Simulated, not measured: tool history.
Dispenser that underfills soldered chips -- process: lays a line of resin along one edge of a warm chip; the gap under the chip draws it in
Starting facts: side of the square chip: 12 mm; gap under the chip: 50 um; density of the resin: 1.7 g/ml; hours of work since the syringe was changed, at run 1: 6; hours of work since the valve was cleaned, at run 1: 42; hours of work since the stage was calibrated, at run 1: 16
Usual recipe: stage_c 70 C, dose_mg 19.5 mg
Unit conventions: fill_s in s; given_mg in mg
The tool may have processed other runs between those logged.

run,day,stage_c,dose_mg,hours of work since the syringe was changed,hours of work since the valve was cleaned,hours of work since the stage was calibrated,fill_s,given_mg
1,0.000,70,19.5,6,42,16,65.7,19.11
2,0.217,70,19.5,10,45,19,82.2,19.04
# day 0.288: new syringe of resin
3,0.425,70,19.5,2,49,23,50.8,19.02
4,0.592,70,17.9,5,52,25,63.0,17.57
5,0.721,70,17.9,7,54,28,70.7,17.51
# day 0.954: new syringe of resin
6,1.004,70,17.9,1,58,32,47.4,17.42
7,1.292,70,17.9,6,63,37,64.1,17.43
8,1.458,67,22.9,8,66,40,80.8,22.41
# day 1.608: new syringe of resin
9,1.683,67,22.9,1,69,43,51.6,22.01
10,1.975,58,22.9,6,74,48,95.6,22.26
11,2.183,78,23.8,10,78,52,61.4,23.11
# day 2.271: new syringe of resin
12,2.458,59,24.5,3,82,56,79.5,23.81
13,2.596,59,24.5,5,84,58,91.4,23.64

Below, each run's measurement less what the same run would have read without the hidden state. Both values contain the same run-to-run variation, but the gauge's scatter may not be the same in both:
Hidden state at play: resin's viscosity, % of fresh resin's; dose that the valve gives, % of what is set; true chip temperature over the reading, C; drift of the gauge itself on fill_s, %; drift of the gauge itself on given_mg, %.
run,fill_s,given_mg
1,+21.1,-0.33
2,+37.6,-0.36
3,+6.4,-0.39
4,+16.9,-0.38
5,+25.5,-0.39
6,+1.4,-0.42
7,+18.0,-0.46
8,+31.8,-0.61
9,+2.9,-0.64
10,+29.2,-0.69
11,+27.0,-0.75
12,+14.9,-0.82
13,+27.1,-0.84
